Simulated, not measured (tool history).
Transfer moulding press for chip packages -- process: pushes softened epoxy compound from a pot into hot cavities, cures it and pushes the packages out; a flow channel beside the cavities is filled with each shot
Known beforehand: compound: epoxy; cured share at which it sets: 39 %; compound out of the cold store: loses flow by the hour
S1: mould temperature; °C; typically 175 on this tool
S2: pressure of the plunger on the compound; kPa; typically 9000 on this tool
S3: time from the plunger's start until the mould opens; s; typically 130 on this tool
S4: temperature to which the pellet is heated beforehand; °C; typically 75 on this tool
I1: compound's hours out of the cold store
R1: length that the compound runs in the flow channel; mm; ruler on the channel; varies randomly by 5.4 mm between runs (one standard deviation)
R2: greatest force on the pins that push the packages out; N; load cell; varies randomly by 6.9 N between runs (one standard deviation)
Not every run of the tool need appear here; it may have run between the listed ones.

run 1 hour=0.0 | S1=175 S2=9000 S3=130 S4=75 | I1=11.1 | R1=600 R2=477
run 2 hour=72.5 | S1=175 S2=9000 S3=130 S4=70 | I1=23.7 | R1=541 R2=563
run 3 hour=169.5 | S1=175 S2=10890 S3=130 S4=75 | I1=32.4 | R1=570 R2=443
run 4 hour=251.2 | S1=175 S2=10990 S3=130 S4=75 | I1=22.3 | R1=595 R2=252
run 5 hour=296.9 | S1=175 S2=10990 S3=130 S4=75 | I1=13.5 | R1=666 R2=420
run 6 hour=338.3 | S1=175 S2=10990 S3=130 S4=75 | I1=27.1 | R1=620 R2=287
run 7 hour=396.3 | S1=175 S2=10990 S3=130 S4=75 | I1=45.3 | R1=566 R2=427
run 8 hour=447.4 | S1=175 S2=10990 S3=130 S4=75 | I1=20.6 | R1=636 R2=422
run 9 hour=545.6 | S1=175 S2=10990 S3=130 S4=75 | I1=9.9 | R1=655 R2=402
run 10 hour=618.4 | S1=175 S2=10990 S3=130 S4=75 | I1=12.7 | R1=642 R2=403
run 11 hour=692.8 | S1=175 S2=9000 S3=130 S4=75 | I1=39.9 | R1=530 R2=352
run 12 hour=781.9 | S1=175 S2=9000 S3=129 S4=75 | I1=9.2 | R1=612 R2=411
run 13 hour=870.7 | S1=175 S2=9000 S3=129 S4=75 | I1=18.0 | R1=575 R2=416
run 14 hour=968.2 | S1=175 S2=8150 S3=139 S4=75 | I1=35.6 | R1=496 R2=415
run 15 hour=1027.1 | S1=176 S2=8160 S3=150 S4=80 | I1=34.3 | R1=486 R2=384
run 16 hour=1074.2 | S1=170 S2=8810 S3=122 S4=75 | I1=44.4 | R1=508 R2=479
run 17 hour=1166.7 | S1=170 S2=9000 S3=130 S4=80 | I1=28.6 | R1=583 R2=476
run 18 hour=1229.0 | S1=177 S2=9000 S3=115 S4=83 | I1=16.8 | R1=573 R2=322
run 19 hour=1272.4 | S1=177 S2=9000 S3=115 S4=83 | I1=22.1 | R1=569 R2=483
run 20 hour=1365.4 | S1=175 S2=8490 S3=137 S4=69 | I1=25.9 | R1=542 R2=452
run 21 hour=1411.8 | S1=180 S2=9000 S3=136 S4=75 | I1=45.9 | R1=480 R2=335
run 22 hour=1456.9 | S1=180 S2=9000 S3=136 S4=75 | I1=45.4 | R1=483 R2=243
run 23 hour=1549.1 | S1=175 S2=9000 S3=138 S4=75 | I1=42.6 | R1=489 R2=311
run 24 hour=1619.3 | S1=175 S2=9830 S3=138 S4=75 | I1=20.0 | R1=613 R2=277
run 25 hour=1671.5 | S1=175 S2=9830 S3=138 S4=75 | I1=33.3 | R1=567 R2=420

Taken out of this log: 28 entries between the listed runs. Where each belongs, and how the hidden state differs across it:
Runs 1 to 2: cavities cleaned with cleaning compound and waxed (hour 20.4)
  true mould temperature over the reading, C: 0.94 -> 1.04; pressure that reaches the compound, % of what is set: 94.69 -> 92.49; grip of the stained cavities, % over clean ones': 65.9 -> 113.7
  measured result minus the result with no hidden state, R1: -21 -> -25 mm; R2: +173 -> +284 N
Runs 2 to 3: cavities cleaned with cleaning compound and waxed (hour 98.9)
  true mould temperature over the reading, C: 1.04 -> 1.18; pressure that reaches the compound, % of what is set: 92.49 -> 89.45; grip of the stained cavities, % over clean ones': 113.7 -> 68.1
  measured result minus the result with no hidden state, R1: -25 -> -38 mm; R2: +284 -> +163 N
Runs 3 to 4: cavities cleaned with cleaning compound and waxed (hour 175.3); cavities cleaned with cleaning compound and waxed (hour 251.2)
  true mould temperature over the reading, C: 1.18 -> 1.3; pressure that reaches the compound, % of what is set: 89.45 -> 86.97; grip of the stained cavities, % over clean ones': 68.1 -> 0.4
  measured result minus the result with no hidden state, R1: -38 -> -49 mm; R2: +163 -> -16 N
Runs 4 to 5: plunger's sealing rings changed (hour 257.8)
  true mould temperature over the reading, C: 1.3 -> 1.35; pressure that reaches the compound, % of what is set: 86.97 -> 98.42; grip of the stained cavities, % over clean ones': 0.4 -> 50.2
  measured result minus the result with no hidden state, R1: -49 -> -12 mm; R2: -16 -> +117 N
Runs 5 to 6: cavities cleaned with cleaning compound and waxed (hour 331.7)
  true mould temperature over the reading, C: 1.35 -> 1.41; pressure that reaches the compound, % of what is set: 98.42 -> 97.24; grip of the stained cavities, % over clean ones': 50.2 -> 11.1
  measured result minus the result with no hidden state, R1: -12 -> -15 mm; R2: +117 -> +10 N
Runs 6 to 7: mould's thermocouples calibrated (hour 347.4)
  true mould temperature over the reading, C: 1.41 -> 0.44; pressure that reaches the compound, % of what is set: 97.24 -> 95.56; grip of the stained cavities, % over clean ones': 11.1 -> 65.9
  measured result minus the result with no hidden state, R1: -15 -> -14 mm; R2: +10 -> +166 N
Runs 7 to 8: cavities cleaned with cleaning compound and waxed (hour 411.9)
  true mould temperature over the reading, C: 0.44 -> 0.51; pressure that reaches the compound, % of what is set: 95.56 -> 94; grip of the stained cavities, % over clean ones': 65.9 -> 48.1
  measured result minus the result with no hidden state, R1: -14 -> -22 mm; R2: +166 -> +127 N
Runs 8 to 9: cavities cleaned with cleaning compound and waxed (hour 490.5); cavities cleaned with cleaning compound and waxed, once more (hour 507.4)
  true mould temperature over the reading, C: 0.51 -> 0.64; pressure that reaches the compound, % of what is set: 94 -> 91.15; grip of the stained cavities, % over clean ones': 48.1 -> 44.5
  measured result minus the result with no hidden state, R1: -22 -> -34 mm; R2: +127 -> +114 N
Runs 9 to 10: cavities cleaned with cleaning compound and waxed (hour 585.9)
  true mould temperature over the reading, C: 0.64 -> 0.74; pressure that reaches the compound, % of what is set: 91.15 -> 89.02; grip of the stained cavities, % over clean ones': 44.5 -> 42.4
  measured result minus the result with no hidden state, R1: -34 -> -43 mm; R2: +114 -> +107 N
Runs 10 to 11: cavities cleaned with cleaning compound and waxed (hour 661.5); plunger's sealing rings changed (hour 692.8)
  true mould temperature over the reading, C: 0.74 -> 0.84; pressure that reaches the compound, % of what is set: 89.02 -> 99.85; grip of the stained cavities, % over clean ones': 42.4 -> 36
  measured result minus the result with no hidden state, R1: -43 -> -3 mm; R2: +107 -> +84 N
Runs 11 to 12: cavities cleaned with cleaning compound and waxed (hour 744.1)
  true mould temperature over the reading, C: 0.84 -> 0.96; pressure that reaches the compound, % of what is set: 99.85 -> 97.26; grip of the stained cavities, % over clean ones': 36 -> 44.7
  measured result minus the result with no hidden state, R1: -3 -> -13 mm; R2: +84 -> +110 N
Runs 12 to 13: cavities cleaned with cleaning compound and waxed (hour 821.2)
  true mould temperature over the reading, C: 0.96 -> 1.08; pressure that reaches the compound, % of what is set: 97.26 -> 94.51; grip of the stained cavities, % over clean ones': 44.7 -> 55.3
  measured result minus the result with no hidden state, R1: -13 -> -21 mm; R2: +110 -> +131 N
Runs 13 to 14: cavities cleaned with cleaning compound and waxed (hour 897.2)
  true mould temperature over the reading, C: 1.08 -> 1.21; pressure that reaches the compound, % of what is set: 94.51 -> 91.61; grip of the stained cavities, % over clean ones': 55.3 -> 68.9
  measured result minus the result with no hidden state, R1: -21 -> -26 mm; R2: +131 -> +161 N
Runs 14 to 15: cavities cleaned with cleaning compound and waxed (hour 975.6)
  true mould temperature over the reading, C: 1.21 -> 1.3; pressure that reaches the compound, % of what is set: 91.61 -> 89.79; grip of the stained cavities, % over clean ones': 68.9 -> 59.8
  measured result minus the result with no hidden state, R1: -26 -> -31 mm; R2: +161 -> +136 N
Runs 15 to 16: cavities cleaned with cleaning compound and waxed (hour 1054.4)
  true mould temperature over the reading, C: 1.3 -> 1.37; pressure that reaches the compound, % of what is set: 89.79 -> 88.47; grip of the stained cavities, % over clean ones': 59.8 -> 28.8
  measured result minus the result with no hidden state, R1: -31 -> -37 mm; R2: +136 -> +69 N
Runs 16 to 17: plunger's sealing rings changed (hour 1126.9); cavities cleaned with cleaning compound and waxed (hour 1137.4)
  true mould temperature over the reading, C: 1.37 -> 1.49; pressure that reaches the compound, % of what is set: 88.47 -> 98.61; grip of the stained cavities, % over clean ones': 28.8 -> 37
  measured result minus the result with no hidden state, R1: -37 -> -11 mm; R2: +69 -> +89 N
Runs 17 to 18: cavities cleaned with cleaning compound and waxed (hour 1213.5)
  true mould temperature over the reading, C: 1.49 -> 1.58; pressure that reaches the compound, % of what is set: 98.61 -> 96.77; grip of the stained cavities, % over clean ones': 37 -> 18.8
  measured result minus the result with no hidden state, R1: -11 -> -16 mm; R2: +89 -> +25 N
Runs 18 to 19: mould's thermocouples calibrated (hour 1263.3)
  true mould temperature over the reading, C: 1.58 -> -0.43; pressure that reaches the compound, % of what is set: 96.77 -> 95.46; grip of the stained cavities, % over clean ones': 18.8 -> 60.5
  measured result minus the result with no hidden state, R1: -16 -> -11 mm; R2: +25 -> +190 N
Runs 19 to 20: cavities cleaned with cleaning compound and waxed (hour 1295.5)
  true mould temperature over the reading, C: -0.43 -> -0.31; pressure that reaches the compound, % of what is set: 95.46 -> 92.72; grip of the stained cavities, % over clean ones': 60.5 -> 67.5
  measured result minus the result with no hidden state, R1: -11 -> -20 mm; R2: +190 -> +184 N
Runs 20 to 21: cavities cleaned with cleaning compound and waxed (hour 1375.4)
  true mould temperature over the reading, C: -0.31 -> -0.24; pressure that reaches the compound, % of what is set: 92.72 -> 91.39; grip of the stained cavities, % over clean ones': 67.5 -> 45.9
  measured result minus the result with no hidden state, R1: -20 -> -21 mm; R2: +184 -> +106 N
Runs 21 to 22: cavities cleaned with cleaning compound and waxed (hour 1452.7)
  true mould temperature over the reading, C: -0.24 -> -0.18; pressure that reaches the compound, % of what is set: 91.39 -> 90.15; grip of the stained cavities, % over clean ones': 45.9 -> 6.3
  measured result minus the result with no hidden state, R1: -21 -> -25 mm; R2: +106 -> +15 N
Runs 22 to 23: cavities cleaned with cleaning compound and waxed (hour 1534.0)
  true mould temperature over the reading, C: -0.18 -> -0.05; pressure that reaches the compound, % of what is set: 90.15 -> 87.41; grip of the stained cavities, % over clean ones': 6.3 -> 23.9
  measured result minus the result with no hidden state, R1: -25 -> -35 mm; R2: +15 -> +61 N
Runs 23 to 24: plunger's sealing rings changed (hour 1561.5); cavities cleaned with cleaning compound and waxed (hour 1615.4)
  true mould temperature over the reading, C: -0.05 -> 0.05; pressure that reaches the compound, % of what is set: 87.41 -> 97.65; grip of the stained cavities, % over clean ones': 23.9 -> 6.3
  measured result minus the result with no hidden state, R1: -35 -> -8 mm; R2: +61 -> +16 N
